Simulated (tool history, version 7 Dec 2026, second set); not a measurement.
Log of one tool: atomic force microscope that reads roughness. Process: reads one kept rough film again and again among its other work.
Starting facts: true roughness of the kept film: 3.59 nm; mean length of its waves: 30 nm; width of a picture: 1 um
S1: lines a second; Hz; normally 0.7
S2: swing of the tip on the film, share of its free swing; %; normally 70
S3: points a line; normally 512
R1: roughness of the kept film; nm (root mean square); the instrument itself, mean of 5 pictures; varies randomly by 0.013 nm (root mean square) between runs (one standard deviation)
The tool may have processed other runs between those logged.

run,hour,S1,S2,S3,R1
1,0,0.7,70,512,3.008
2,21.5,0.7,70,512,3.005
3,50.9,0.7,70,512,3.015
# hour 54.1: new tip fitted
4,70.7,0.7,70,512,3.007
5,94.3,0.7,70,512,2.985
6,120.8,0.7,70,685,3.015
# hour 142.3: new tip fitted
7,150.3,0.7,70,661,3.025
8,171,3.627,70,512,2.727
9,200.2,0.7,70,512,3.012
10,219.4,0.7,70,512,3.002
# hour 229.3: new tip fitted
11,239.9,0.7,70,512,3.003
12,258.2,0.7,70,512,3.003
13,274.3,0.7,70,512,3.012
14,299.6,0.7,70,512,3.026
# hour 316.7: new tip fitted
15,317,0.7,70,512,2.984
16,343.6,0.7,70,512,3.01
17,372.3,0.7,70,512,2.968
18,395.2,0.7,70,512,3.001
# hour 405.2: new tip fitted
19,407.7,0.7,70,512,3.01
20,422.2,0.7,70,512,3.008
21,439.5,0.7,70,512,3.014
22,465.3,0.7,70,512,3.007
23,481.8,0.7,70,512,3.016
# hour 493.5: new tip fitted
24,496.8,0.814,70,608,3.01
25,515.4,0.814,70,456,2.992
26,539.7,0.814,70,456,2.981
27,553.4,0.814,70,585,2.99
# hour 580.4: new tip fitted
28,581.2,0.814,70,585,2.989
29,593.8,1.646,70,585,2.903
30,620,1.646,70,347,2.902
31,636.7,0.782,87,512,2.884
32,662.7,1.858,70,588,2.895
# hour 668.8: new tip fitted
33,688.2,1.858,70,588,2.911
34,717.3,1.703,69,345,2.906
35,737.2,1.703,69,345,2.875
# hour 757.5: new tip fitted
36,758.2,0.707,80,289,2.93
37,782.1,0.7,82,472,2.939
38,810.5,0.7,82,472,2.927
39,837.3,0.817,75,315,2.944
# hour 844.7: new tip fitted
40,855.2,0.817,75,315,2.965
41,871.7,0.7,89,847,2.914
42,896,1.942,77,512,2.772
43,922.1,1.394,83,875,2.795
# hour 932: new tip fitted
44,944.9,0.87,82,875,2.901

Here are 3 independent what-if runs from the current tool condition. What would each one return?
A,966.6,0.87,77,536,?
B,966.6,0.7,63,929,?
C,966.6,0.587,86,512,?

run,R1
A,2.947
B,3.027
C,2.937
Without the tool's hidden state the same runs would have given:
run,R1
A,2.949
B,3.029
C,2.939
